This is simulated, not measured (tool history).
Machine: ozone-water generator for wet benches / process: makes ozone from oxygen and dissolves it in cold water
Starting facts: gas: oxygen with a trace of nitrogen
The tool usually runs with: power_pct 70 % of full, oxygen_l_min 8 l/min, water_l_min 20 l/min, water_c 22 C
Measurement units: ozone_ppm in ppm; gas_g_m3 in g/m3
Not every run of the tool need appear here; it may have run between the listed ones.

{"run": 1, "hour": 0.0, "power_pct": 70, "oxygen_l_min": 8, "water_l_min": 20, "water_c": 22, "ozone_ppm": 16.7, "gas_g_m3": 143}
{"run": 2, "hour": 72.9, "power_pct": 70, "oxygen_l_min": 8, "water_l_min": 20, "water_c": 22, "ozone_ppm": 16.9, "gas_g_m3": 140.6}
{"run": 3, "hour": 159.0, "power_pct": 70, "oxygen_l_min": 8, "water_l_min": 20, "water_c": 22, "ozone_ppm": 17.2, "gas_g_m3": 144}
{"run": 4, "hour": 273.8, "power_pct": 70, "oxygen_l_min": 8, "water_l_min": 20, "water_c": 22, "ozone_ppm": 16.9, "gas_g_m3": 141.5}
{"run": 5, "hour": 363.8, "power_pct": 70, "oxygen_l_min": 8, "water_l_min": 20, "water_c": 22, "ozone_ppm": 16.8, "gas_g_m3": 142.5}
{"run": 6, "hour": 419.7, "power_pct": 70, "oxygen_l_min": 8, "water_l_min": 20, "water_c": 26, "ozone_ppm": 15.8, "gas_g_m3": 141}
{"run": 7, "hour": 473.5, "power_pct": 70, "oxygen_l_min": 5.45, "water_l_min": 20, "water_c": 22, "ozone_ppm": 17.2, "gas_g_m3": 169.8}
{"run": 8, "hour": 547.9, "power_pct": 70, "oxygen_l_min": 8, "water_l_min": 20, "water_c": 22, "ozone_ppm": 16.9, "gas_g_m3": 141.1}
{"run": 9, "hour": 655.2, "power_pct": 70, "oxygen_l_min": 8, "water_l_min": 20, "water_c": 22, "ozone_ppm": 16.8, "gas_g_m3": 142.2}
{"run": 10, "hour": 739.6, "power_pct": 70, "oxygen_l_min": 8, "water_l_min": 20, "water_c": 22, "ozone_ppm": 16.5, "gas_g_m3": 141.4}
{"run": 11, "hour": 845.2, "power_pct": 54, "oxygen_l_min": 6, "water_l_min": 20, "water_c": 23, "ozone_ppm": 13.9, "gas_g_m3": 133.8}
{"run": 12, "hour": 899.2, "power_pct": 48, "oxygen_l_min": 12.63, "water_l_min": 20, "water_c": 23, "ozone_ppm": 12, "gas_g_m3": 86.7}
{"run": 13, "hour": 992.4, "power_pct": 42, "oxygen_l_min": 4.43, "water_l_min": 18, "water_c": 27, "ozone_ppm": 11.5, "gas_g_m3": 130.4}
{"run": 14, "hour": 1063.6, "power_pct": 42, "oxygen_l_min": 4.43, "water_l_min": 18, "water_c": 27, "ozone_ppm": 11.8, "gas_g_m3": 129.4}
{"run": 15, "hour": 1139.0, "power_pct": 42, "oxygen_l_min": 4.43, "water_l_min": 18, "water_c": 27, "ozone_ppm": 11.9, "gas_g_m3": 128.1}

5 options for the next run, each taken on its own from the tool as it stands now. Forecast them:
{"run": "A", "hour": 1227.4, "power_pct": 94, "oxygen_l_min": 5.27, "water_l_min": 27, "water_c": 22, "ozone_ppm": "?", "gas_g_m3": "?"}
{"run": "B", "hour": 1227.4, "power_pct": 42, "oxygen_l_min": 4.43, "water_l_min": 18, "water_c": 15, "ozone_ppm": "?", "gas_g_m3": "?"}
{"run": "C", "hour": 1227.4, "power_pct": 74, "oxygen_l_min": 4.43, "water_l_min": 18, "water_c": 27, "ozone_ppm": "?", "gas_g_m3": "?"}
{"run": "D", "hour": 1227.4, "power_pct": 70, "oxygen_l_min": 8, "water_l_min": 14, "water_c": 22, "ozone_ppm": "?", "gas_g_m3": "?"}
{"run": "E", "hour": 1227.4, "power_pct": 94, "oxygen_l_min": 4.43, "water_l_min": 18, "water_c": 27, "ozone_ppm": "?", "gas_g_m3": "?"}

run=A ozone_ppm=15.7 gas_g_m3=211
run=B ozone_ppm=13.8 gas_g_m3=129.9
run=C ozone_ppm=17.6 gas_g_m3=191.8
run=D ozone_ppm=21.2 gas_g_m3=140.8
run=E ozone_ppm=20.8 gas_g_m3=231.4
Without the tool's hidden state the same runs would have given:
run=A ozone_ppm=17.2 gas_g_m3=227.8
run=B ozone_ppm=14.6 gas_g_m3=135.2
run=C ozone_ppm=19 gas_g_m3=204.9
run=D ozone_ppm=22.9 gas_g_m3=150
run=E ozone_ppm=22.7 gas_g_m3=249.9

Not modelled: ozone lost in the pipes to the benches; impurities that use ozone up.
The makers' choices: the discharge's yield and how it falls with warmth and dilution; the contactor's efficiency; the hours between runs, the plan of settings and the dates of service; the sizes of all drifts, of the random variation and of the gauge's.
